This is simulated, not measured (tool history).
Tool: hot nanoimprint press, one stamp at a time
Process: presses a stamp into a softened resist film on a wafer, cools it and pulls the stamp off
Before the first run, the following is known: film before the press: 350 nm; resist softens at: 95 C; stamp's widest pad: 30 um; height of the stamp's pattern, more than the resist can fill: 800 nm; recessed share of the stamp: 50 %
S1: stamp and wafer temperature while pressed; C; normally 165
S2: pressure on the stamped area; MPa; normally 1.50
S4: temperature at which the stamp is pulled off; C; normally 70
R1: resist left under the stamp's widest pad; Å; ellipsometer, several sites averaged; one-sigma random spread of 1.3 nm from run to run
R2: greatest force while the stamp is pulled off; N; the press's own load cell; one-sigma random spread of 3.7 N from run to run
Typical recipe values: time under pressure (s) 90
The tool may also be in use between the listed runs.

run 1 hour=0.0 | S1=165 S2=1.50 time_under_pressure_(s)=90 S4=70 | R1=1954 R2=180
run 2 hour=3.8 | S1=165 S2=1.50 time_under_pressure_(s)=90 S4=70 | R1=1955 R2=184
run 3 hour=11.9 | S1=165 S2=1.50 time_under_pressure_(s)=90 S4=70 | R1=1970 R2=178
run 4 hour=20.6 | S1=165 S2=1.50 time_under_pressure_(s)=90 S4=70 | R1=1947 R2=182
run 5 hour=24.4 | S1=165 S2=1.50 time_under_pressure_(s)=90 S4=70 | R1=1954 R2=180
-- hour=30.9 stamp cleaned and given a new release coat
run 6 hour=35.6 | S1=165 S2=1.50 time_under_pressure_(s)=90 S4=70 | R1=1952 R2=178
run 7 hour=40.4 | S1=165 S2=1.50 time_under_pressure_(s)=90 S4=70 | R1=1963 R2=185
-- hour=47.7 plate thermocouple calibrated
run 8 hour=49.3 | S1=165 S2=1.50 time_under_pressure_(s)=90 S4=70 | R1=1983 R2=178
run 9 hour=57.8 | S1=165 S2=1.50 time_under_pressure_(s)=90 S4=70 | R1=1960 R2=178
run 10 hour=63.5 | S1=165 S2=1.50 time_under_pressure_(s)=90 S4=70 | R1=1994 R2=177
run 11 hour=71.1 | S1=165 S2=1.50 time_under_pressure_(s)=90 S4=70 | R1=1991 R2=181
run 12 hour=78.4 | S1=165 S2=1.77 time_under_pressure_(s)=90 S4=70 | R1=1821 R2=179
run 13 hour=83.2 | S1=165 S2=1.77 time_under_pressure_(s)=90 S4=70 | R1=1836 R2=184
run 14 hour=87.7 | S1=165 S2=1.77 time_under_pressure_(s)=90 S4=70 | R1=1816 R2=183
run 15 hour=95.7 | S1=165 S2=1.77 time_under_pressure_(s)=90 S4=70 | R1=1820 R2=178
run 16 hour=99.4 | S1=165 S2=1.50 time_under_pressure_(s)=90 S4=72 | R1=1968 R2=179
run 17 hour=108.3 | S1=165 S2=1.50 time_under_pressure_(s)=90 S4=72 | R1=1942 R2=177
run 18 hour=113.6 | S1=171 S2=2.12 time_under_pressure_(s)=90 S4=70 | R1=1257 R2=173
run 19 hour=122.4 | S1=171 S2=2.12 time_under_pressure_(s)=90 S4=70 | R1=1255 R2=183
run 20 hour=127.0 | S1=171 S2=2.12 time_under_pressure_(s)=90 S4=70 | R1=1248 R2=180
run 21 hour=134.2 | S1=165 S2=0.94 time_under_pressure_(s)=45 S4=70 | R1=2771 R2=174
run 22 hour=139.5 | S1=170 S2=1.50 time_under_pressure_(s)=74 S4=70 | R1=1692 R2=178
run 23 hour=143.5 | S1=167 S2=1.02 time_under_pressure_(s)=90 S4=71 | R1=2133 R2=173
run 24 hour=148.7 | S1=161 S2=1.50 time_under_pressure_(s)=90 S4=56 | R1=2307 R2=227
run 25 hour=153.1 | S1=156 S2=1.67 time_under_pressure_(s)=133 S4=70 | R1=2425 R2=186
run 26 hour=157.4 | S1=156 S2=1.67 time_under_pressure_(s)=131 S4=70 | R1=2424 R2=184
run 27 hour=163.2 | S1=165 S2=0.91 time_under_pressure_(s)=111 S4=70 | R1=2306 R2=181

Consider 4 possible next runs. They are alternatives, not a sequence: every one starts from the tool as it was left by run 27. What does each give?
run A hour=171.9 | S1=160 S2=1.01 time_under_pressure_(s)=104 S4=70 | R1=? R2=?
run B hour=171.9 | S1=156 S2=0.91 time_under_pressure_(s)=111 S4=70 | R1=? R2=?
run C hour=171.9 | S1=174 S2=0.91 time_under_pressure_(s)=47 S4=68 | R1=? R2=?
run D hour=171.9 | S1=159 S2=0.91 time_under_pressure_(s)=55 S4=61 | R1=? R2=?

run=A R1=2632 R2=179
run=B R1=2982 R2=185
run=C R1=2093 R2=190
run=D R1=3067 R2=216
Take away the tool's hidden state, keep each run's random variation, and the runs would have read:
run=A R1=2632 R2=178
run=B R1=2983 R2=184
run=C R1=2093 R2=189
run=D R1=3067 R2=215
